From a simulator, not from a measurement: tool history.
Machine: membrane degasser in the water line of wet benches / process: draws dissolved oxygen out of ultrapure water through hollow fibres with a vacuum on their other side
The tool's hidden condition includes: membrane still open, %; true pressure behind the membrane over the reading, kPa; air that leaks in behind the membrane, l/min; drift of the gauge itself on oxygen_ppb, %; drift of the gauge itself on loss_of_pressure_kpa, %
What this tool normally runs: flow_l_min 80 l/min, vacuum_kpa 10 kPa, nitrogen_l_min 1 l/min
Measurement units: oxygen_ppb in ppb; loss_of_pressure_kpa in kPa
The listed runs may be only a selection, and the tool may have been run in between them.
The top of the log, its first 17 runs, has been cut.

run,hour,flow_l_min,vacuum_kpa,nitrogen_l_min,hours since the membrane was changed,hours since the vacuum gauge was calibrated,hours since the vacuum lines were made tight,oxygen_ppb,loss_of_pressure_kpa
18,1437.7,80,22,1,4597,3642,245,2150.1,30.67
19,1526.5,55,6.1,0.49,4686,3731,334,504.6,20.76
20,1641.8,68,10,0.76,4801,3846,449,979.2,26.06
21,1741.5,107,12.3,1.58,4901,3946,549,1245.4,40.93
22,1810.7,60,9.1,1.34,4970,4015,618,549.7,22.8
23,1890.8,60,9.1,1.34,5050,4095,698,550.5,22.81
24,1953.5,51,10,2.08,5113,4158,761,382.1,19.53
25,2041.9,55,10,1,5201,4246,849,699,20.99
26,2108.9,55,10,1,5268,4313,917,696.2,21.39
27,2156.7,80,18.2,1.49,5316,4361,964,1437,30.76
28,2258.9,80,20.6,2.51,5418,4463,1066,1151.2,30.62
29,2355,115,23.3,2.21,5514,4560,1163,1922.1,44.31
30,2430.4,123,15.7,2.04,5590,4635,1238,1555.3,47.31
31,2532.6,73,10,0.71,5692,4737,1340,1078.7,28.34
32,2622.4,72,11.7,0.43,5782,4827,1430,1647.3,27.85

Each row is a separate what-if for the run after 32, all from the same tool condition, not one after another. Results?
A,2679.4,80,10,1.72,5839,4884,1487,?,?
B,2679.4,75,11.7,0.56,5839,4884,1487,?,?
C,2679.4,70,11.1,2.09,5839,4884,1487,?,?

run,oxygen_ppb,loss_of_pressure_kpa
A,715.5,30.81
B,1482.9,28.87
C,613.8,27.09
What these runs would have given with no unlogged condition in the tool:
run,oxygen_ppb,loss_of_pressure_kpa
A,681.1,29.09
B,1454.5,27.26
C,587.8,25.57

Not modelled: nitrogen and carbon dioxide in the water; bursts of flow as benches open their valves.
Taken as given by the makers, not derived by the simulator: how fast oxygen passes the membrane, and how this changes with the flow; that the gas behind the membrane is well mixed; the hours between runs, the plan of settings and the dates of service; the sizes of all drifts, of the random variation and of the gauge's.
